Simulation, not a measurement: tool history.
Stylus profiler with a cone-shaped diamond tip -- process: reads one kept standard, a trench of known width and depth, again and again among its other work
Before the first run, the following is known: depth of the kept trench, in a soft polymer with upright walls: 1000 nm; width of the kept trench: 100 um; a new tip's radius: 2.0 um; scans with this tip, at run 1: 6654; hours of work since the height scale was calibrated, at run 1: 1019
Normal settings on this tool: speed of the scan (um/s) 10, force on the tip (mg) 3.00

run,day,speed of the scan (um/s),force on the tip (mg),scans with this tip,hours of work since the height scale was calibrated,depth of the trench (Å),width of the trench's floor (nm)
1,0.000,10,3.00,6654,1019,10140.6,96170
2,1.392,22,3.00,6781,1039,10134.7,96090
3,2.933,33,3.00,6921,1060,10140.6,96050
4,4.246,20,3.00,7040,1078,10139.1,96170
5,5.325,20,3.00,7138,1093,10139.2,96100
6,6.450,20,3.00,7240,1109,10142.0,96100
7,7.875,20,3.00,7370,1129,10145.4,96120
8,9.088,20,1.32,7480,1146,10095.8,95980
9,9.946,20,1.32,7558,1158,10101.9,96030
10,11.383,20,1.32,7689,1178,10102.8,96010
11,12.967,20,1.32,7832,1200,10102.0,96070
12,14.104,25,3.00,7936,1215,10144.0,96100
13,15.912,25,3.00,8100,1241,10145.8,96070
14,17.638,25,8.08,8257,1265,10246.9,96080
15,18.642,25,8.08,8348,1279,10242.8,96070
16,20.400,10,3.00,8507,1303,10148.5,96110
17,21.504,10,3.00,8608,1318,10147.7,96120
18,22.979,10,3.00,8742,1339,10151.0,96030
19,24.288,10,3.81,8860,1357,10168.8,96100
20,26.117,10,3.81,9027,1382,10174.9,96060
21,27.038,10,3.00,9110,1395,10152.1,96130
22,28.488,3,3.00,9242,1415,10154.4,96100
23,30.092,3,3.00,9388,1438,10154.9,96050
24,31.279,3,3.00,9496,1454,10155.3,96080
25,32.400,18,7.27,9598,1470,10237.2,96000
26,33.654,11,4.74,9712,1487,10189.3,96040
27,35.092,29,4.74,9842,1507,10195.0,95970
28,37.046,29,2.47,10019,1535,10141.5,96010
29,38.521,21,5.45,10154,1555,10211.3,96020
30,39.650,21,5.45,10256,1571,10210.4,96040
31,40.867,6,2.47,10367,1588,10146.0,95990
32,42.029,33,8.03,10472,1604,10257.4,95910
33,42.900,33,8.03,10551,1616,10258.2,96010
34,44.375,6,8.17,10685,1637,10259.7,96080
35,45.208,2,1.54,10761,1648,10128.6,95990
36,46.983,3,3.96,10922,1673,10182.0,96010
37,48.938,10,1.10,11100,1700,10114.9,95980
38,50.100,10,1.10,11205,1716,10114.1,95980
39,52.038,10,1.10,11381,1743,10115.8,95940
40,53.025,35,5.23,11471,1757,10215.5,95880
41,54.029,27,8.70,11562,1771,10275.1,95920
42,55.888,4,2.42,11731,1797,10158.7,95930
43,56.762,10,1.84,11810,1809,10137.8,95970
44,58.596,21,3.13,11977,1834,10171.5,95940
45,59.629,2,2.02,12071,1849,10148.6,96000
46,61.362,2,4.21,12228,1873,10200.7,95930
47,62.429,10,3.00,12325,1888,10168.1,95960

Consider 3 possible next runs. They are alternatives, not a sequence: every one starts from the tool as it was left by run 47. What does each give?
A,63.821,6,2.38,12451,1907,?,?
B,63.821,8,1.41,12451,1907,?,?
C,63.821,12,1.10,12451,1907,?,?

run,depth of the trench (Å),width of the trench's floor (nm)
A,10159.4,95960
B,10135.7,95920
C,10120.5,95890
Without the tool's unlogged condition, the same runs would have read:
run,depth of the trench (Å),width of the trench's floor (nm)
A,10089.5,96520
B,10066.0,96480
C,10050.9,96450
